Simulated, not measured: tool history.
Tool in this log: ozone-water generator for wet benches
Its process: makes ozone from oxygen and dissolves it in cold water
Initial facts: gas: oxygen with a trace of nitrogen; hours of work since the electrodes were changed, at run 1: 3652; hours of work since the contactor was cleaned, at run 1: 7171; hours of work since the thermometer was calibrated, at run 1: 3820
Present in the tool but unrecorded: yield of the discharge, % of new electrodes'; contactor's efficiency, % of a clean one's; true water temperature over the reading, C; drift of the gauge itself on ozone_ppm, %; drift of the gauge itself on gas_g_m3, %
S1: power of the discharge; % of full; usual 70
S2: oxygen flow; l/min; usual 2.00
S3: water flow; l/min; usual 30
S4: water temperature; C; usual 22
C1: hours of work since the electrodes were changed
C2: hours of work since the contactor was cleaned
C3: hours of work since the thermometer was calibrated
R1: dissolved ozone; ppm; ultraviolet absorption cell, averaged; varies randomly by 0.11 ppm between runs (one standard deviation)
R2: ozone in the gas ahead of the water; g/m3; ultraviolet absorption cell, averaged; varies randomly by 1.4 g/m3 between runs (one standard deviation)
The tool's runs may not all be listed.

{"run": 1, "hour": 0.0, "S1": 70, "S2": 2.0, "S3": 30, "S4": 22, "C1": 3652, "C2": 7171, "C3": 3820, "R1": 8.4, "R2": 254.1}
{"run": 2, "hour": 97.4, "S1": 70, "S2": 2.0, "S3": 30, "S4": 22, "C1": 3719, "C2": 7238, "C3": 3887, "R1": 8.4, "R2": 251.1}
{"run": 3, "hour": 198.5, "S1": 70, "S2": 2.01, "S3": 30, "S4": 22, "C1": 3788, "C2": 7307, "C3": 3956, "R1": 8.5, "R2": 252.6}
{"run": 4, "hour": 338.6, "S1": 70, "S2": 2.01, "S3": 30, "S4": 22, "C1": 3884, "C2": 7403, "C3": 4052, "R1": 8.3, "R2": 252.0}
{"run": 5, "hour": 463.8, "S1": 61, "S2": 2.0, "S3": 30, "S4": 22, "C1": 3970, "C2": 7488, "C3": 4137, "R1": 7.5, "R2": 234.4}
{"run": 6, "hour": 543.3, "S1": 61, "S2": 2.0, "S3": 30, "S4": 22, "C1": 4024, "C2": 7543, "C3": 4192, "R1": 7.6, "R2": 232.0}
{"run": 7, "hour": 617.1, "S1": 70, "S2": 2.0, "S3": 30, "S4": 22, "C1": 4074, "C2": 7593, "C3": 4242, "R1": 8.4, "R2": 251.3}
{"run": 8, "hour": 791.6, "S1": 59, "S2": 2.0, "S3": 30, "S4": 22, "C1": 4194, "C2": 7712, "C3": 4361, "R1": 7.4, "R2": 226.3}
{"run": 9, "hour": 899.1, "S1": 70, "S2": 1.89, "S3": 30, "S4": 22, "C1": 4267, "C2": 7786, "C3": 4435, "R1": 8.1, "R2": 259.7}
{"run": 10, "hour": 983.1, "S1": 70, "S2": 2.58, "S3": 30, "S4": 22, "C1": 4325, "C2": 7843, "C3": 4492, "R1": 8.4, "R2": 212.7}
{"run": 11, "hour": 1063.0, "S1": 70, "S2": 2.0, "S3": 30, "S4": 22, "C1": 4379, "C2": 7898, "C3": 4547, "R1": 8.4, "R2": 251.1}
{"run": 12, "hour": 1147.0, "S1": 70, "S2": 2.0, "S3": 30, "S4": 22, "C1": 4437, "C2": 7955, "C3": 4604, "R1": 8.3, "R2": 252.4}
{"run": 13, "hour": 1315.0, "S1": 70, "S2": 2.0, "S3": 30, "S4": 22, "C1": 4552, "C2": 8070, "C3": 4719, "R1": 8.1, "R2": 249.6}
{"run": 14, "hour": 1476.7, "S1": 70, "S2": 2.0, "S3": 30, "S4": 22, "C1": 4662, "C2": 8181, "C3": 4830, "R1": 8.4, "R2": 250.9}
{"run": 15, "hour": 1590.3, "S1": 70, "S2": 2.0, "S3": 30, "S4": 22, "C1": 4740, "C2": 8259, "C3": 4907, "R1": 8.1, "R2": 250.5}
{"hour": 1679.8, "done": "contactor cleaned"}
{"run": 16, "hour": 1767.3, "S1": 70, "S2": 2.0, "S3": 30, "S4": 22, "C1": 4858, "C2": 60, "C3": 5026, "R1": 8.7, "R2": 250.0}
{"run": 17, "hour": 1931.6, "S1": 70, "S2": 1.22, "S3": 33, "S4": 24, "C1": 4970, "C2": 172, "C3": 5138, "R1": 6.9, "R2": 339.5}
{"run": 18, "hour": 2083.8, "S1": 58, "S2": 2.11, "S3": 22, "S4": 17, "C1": 5074, "C2": 276, "C3": 5242, "R1": 10.9, "R2": 210.8}
{"run": 19, "hour": 2267.3, "S1": 58, "S2": 1.36, "S3": 31, "S4": 19, "C1": 5200, "C2": 402, "C3": 5367, "R1": 6.8, "R2": 283.4}
{"run": 20, "hour": 2348.2, "S1": 76, "S2": 2.61, "S3": 30, "S4": 22, "C1": 5255, "C2": 457, "C3": 5423, "R1": 9.1, "R2": 218.2}
{"run": 21, "hour": 2453.6, "S1": 70, "S2": 1.84, "S3": 30, "S4": 18, "C1": 5327, "C2": 529, "C3": 5495, "R1": 8.5, "R2": 263.5}
{"run": 22, "hour": 2562.3, "S1": 44, "S2": 2.0, "S3": 20, "S4": 22, "C1": 5402, "C2": 603, "C3": 5569, "R1": 9.4, "R2": 183.6}
{"run": 23, "hour": 2643.9, "S1": 44, "S2": 2.44, "S3": 22, "S4": 23, "C1": 5457, "C2": 659, "C3": 5625, "R1": 8.7, "R2": 160.4}
{"run": 24, "hour": 2809.4, "S1": 42, "S2": 2.51, "S3": 22, "S4": 18, "C1": 5571, "C2": 772, "C3": 5738, "R1": 8.8, "R2": 153.4}
{"hour": 2819.2, "done": "water thermometer calibrated"}
{"run": 25, "hour": 2894.0, "S1": 42, "S2": 2.35, "S3": 28, "S4": 18, "C1": 5628, "C2": 830, "C3": 51, "R1": 6.9, "R2": 163.6}
{"run": 26, "hour": 2992.5, "S1": 58, "S2": 2.92, "S3": 22, "S4": 17, "C1": 5695, "C2": 897, "C3": 118, "R1": 11.1, "R2": 171.3}
{"run": 27, "hour": 3117.1, "S1": 68, "S2": 2.71, "S3": 22, "S4": 24, "C1": 5781, "C2": 982, "C3": 204, "R1": 11.3, "R2": 198.5}
{"run": 28, "hour": 3206.9, "S1": 54, "S2": 2.71, "S3": 24, "S4": 24, "C1": 5842, "C2": 1044, "C3": 265, "R1": 9.2, "R2": 171.9}
{"run": 29, "hour": 3383.6, "S1": 54, "S2": 2.71, "S3": 24, "S4": 24, "C1": 5963, "C2": 1165, "C3": 386, "R1": 9.1, "R2": 170.0}
{"run": 30, "hour": 3520.8, "S1": 54, "S2": 2.71, "S3": 24, "S4": 24, "C1": 6057, "C2": 1258, "C3": 480, "R1": 8.9, "R2": 171.7}
{"run": 31, "hour": 3695.7, "S1": 62, "S2": 2.0, "S3": 30, "S4": 29, "C1": 6176, "C2": 1378, "C3": 599, "R1": 7.2, "R2": 225.3}
{"run": 32, "hour": 3775.4, "S1": 70, "S2": 1.37, "S3": 30, "S4": 22, "C1": 6231, "C2": 1432, "C3": 654, "R1": 7.8, "R2": 310.5}

For each entry between runs, how does the tool's hidden state at the last listed run before it compare with that at the first listed run after it?
Logged between run 15 and run 16: contactor cleaned (hour 1679.8)
  yield of the discharge, % of new electrodes': 92.6 -> 92.4; contactor's efficiency, % of a clean one's: 92.6 -> 99; true water temperature over the reading, C: 0.25 -> 0.26
  what was measured, less what the result would be without the hidden state, R1: -1.1 -> -0.8 ppm; R2: -19.9 -> -20.5 g/m3
Logged between run 24 and run 25: water thermometer calibrated (hour 2819.2)
  yield of the discharge, % of new electrodes': 91.4 -> 91.3; contactor's efficiency, % of a clean one's: 98.4 -> 98.3; true water temperature over the reading, C: 0.3 -> 0.01
  what was measured, less what the result would be without the hidden state, R1: -0.6 -> -0.5 ppm; R2: -9.6 -> -10.2 g/m3
